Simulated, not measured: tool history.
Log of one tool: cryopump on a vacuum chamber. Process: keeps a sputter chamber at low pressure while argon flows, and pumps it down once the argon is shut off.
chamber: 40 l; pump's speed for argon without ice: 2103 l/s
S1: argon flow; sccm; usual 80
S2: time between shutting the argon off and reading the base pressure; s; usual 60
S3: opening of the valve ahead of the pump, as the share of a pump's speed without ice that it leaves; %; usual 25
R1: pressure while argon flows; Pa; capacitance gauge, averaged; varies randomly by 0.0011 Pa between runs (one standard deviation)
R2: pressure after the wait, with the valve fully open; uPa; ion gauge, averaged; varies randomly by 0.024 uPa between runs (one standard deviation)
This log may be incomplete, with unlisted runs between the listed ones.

{"run": 1, "hour": 0.0, "S1": 80, "S2": 60, "S3": 25, "R1": 0.2619, "R2": 1.07}
{"run": 2, "hour": 71.7, "S1": 80, "S2": 60, "S3": 25, "R1": 0.2635, "R2": 1.05}
{"run": 3, "hour": 177.6, "S1": 59, "S2": 60, "S3": 25, "R1": 0.1928, "R2": 1.07}
{"run": 4, "hour": 240.0, "S1": 59, "S2": 60, "S3": 25, "R1": 0.1949, "R2": 1.07}
{"run": 5, "hour": 333.1, "S1": 59, "S2": 60, "S3": 25, "R1": 0.1954, "R2": 1.09}
{"run": 6, "hour": 419.0, "S1": 59, "S2": 60, "S3": 25, "R1": 0.1965, "R2": 1.12}
{"run": 7, "hour": 527.8, "S1": 80, "S2": 60, "S3": 29, "R1": 0.2363, "R2": 1.09}
{"hour": 560.7, "done": "pump warmed up, emptied and cooled again"}
{"run": 8, "hour": 601.4, "S1": 80, "S2": 60, "S3": 29, "R1": 0.2261, "R2": 1.09}
{"run": 9, "hour": 696.5, "S1": 80, "S2": 60, "S3": 29, "R1": 0.2274, "R2": 1.12}
{"run": 10, "hour": 779.2, "S1": 65, "S2": 60, "S3": 29, "R1": 0.1846, "R2": 1.07}
{"run": 11, "hour": 848.9, "S1": 80, "S2": 60, "S3": 25, "R1": 0.2663, "R2": 1.17}
{"run": 12, "hour": 925.8, "S1": 80, "S2": 74, "S3": 25, "R1": 0.2666, "R2": 0.95}
{"run": 13, "hour": 991.0, "S1": 80, "S2": 31, "S3": 25, "R1": 0.2674, "R2": 1.94}
{"run": 14, "hour": 1075.9, "S1": 39, "S2": 156, "S3": 25, "R1": 0.1321, "R2": 0.62}
{"hour": 1136.1, "done": "pump warmed up, emptied and cooled again"}
{"run": 15, "hour": 1140.3, "S1": 39, "S2": 156, "S3": 25, "R1": 0.1274, "R2": 0.56}
{"run": 16, "hour": 1202.1, "S1": 80, "S2": 38, "S3": 16, "R1": 0.406, "R2": 1.62}
{"run": 17, "hour": 1274.0, "S1": 63, "S2": 56, "S3": 30, "R1": 0.1724, "R2": 1.25}
{"run": 18, "hour": 1349.4, "S1": 63, "S2": 56, "S3": 30, "R1": 0.1736, "R2": 1.23}
{"run": 19, "hour": 1468.7, "S1": 63, "S2": 21, "S3": 60, "R1": 0.0914, "R2": 2.91}
{"run": 20, "hour": 1523.5, "S1": 54, "S2": 149, "S3": 44, "R1": 0.1055, "R2": 0.68}
{"run": 21, "hour": 1612.3, "S1": 54, "S2": 149, "S3": 44, "R1": 0.1071, "R2": 0.66}
{"hour": 1710.9, "done": "pump warmed up, emptied and cooled again"}
{"run": 22, "hour": 1712.0, "S1": 80, "S2": 67, "S3": 31, "R1": 0.2122, "R2": 1.09}
{"run": 23, "hour": 1777.6, "S1": 80, "S2": 30, "S3": 34, "R1": 0.1938, "R2": 1.98}
{"run": 24, "hour": 1856.3, "S1": 80, "S2": 28, "S3": 50, "R1": 0.134, "R2": 2.14}
{"run": 25, "hour": 1953.0, "S1": 53, "S2": 28, "S3": 40, "R1": 0.1117, "R2": 2.23}

For some of the steps in R1 from one run to the next: how much would appear even if the tool had no hidden state, given the settings, what came in and random variation, and how much remains for the hidden state plus any gauge scatter that the measured result and the result without hidden state don't share?
Hidden state present: pump's speed, % of a pump's without ice; cold plate's temperature, K; leak into the chamber, uPa l/s; drift of the gauge itself on working_pa, %; drift of the gauge itself on base_upa, %.
Run 6 -> 7: S1 59 -> 80, S3 25 -> 29. R1 +0.0398 Pa: hidden state +0.0055, all else +0.0343.
Run 7 -> 8: pump warmed up, emptied and cooled again. R1 -0.0102 Pa: hidden state -0.0097, all else -0.0005.
Run 15 -> 16: S1 39 -> 80, S2 156 -> 38, S3 25 -> 16. R1 +0.2786 Pa: hidden state +0.0028, all else +0.2758.
Run 16 -> 17: S1 80 -> 63, S2 38 -> 56, S3 16 -> 30. R1 -0.2336 Pa: hidden state +0.0000, all else -0.2336.

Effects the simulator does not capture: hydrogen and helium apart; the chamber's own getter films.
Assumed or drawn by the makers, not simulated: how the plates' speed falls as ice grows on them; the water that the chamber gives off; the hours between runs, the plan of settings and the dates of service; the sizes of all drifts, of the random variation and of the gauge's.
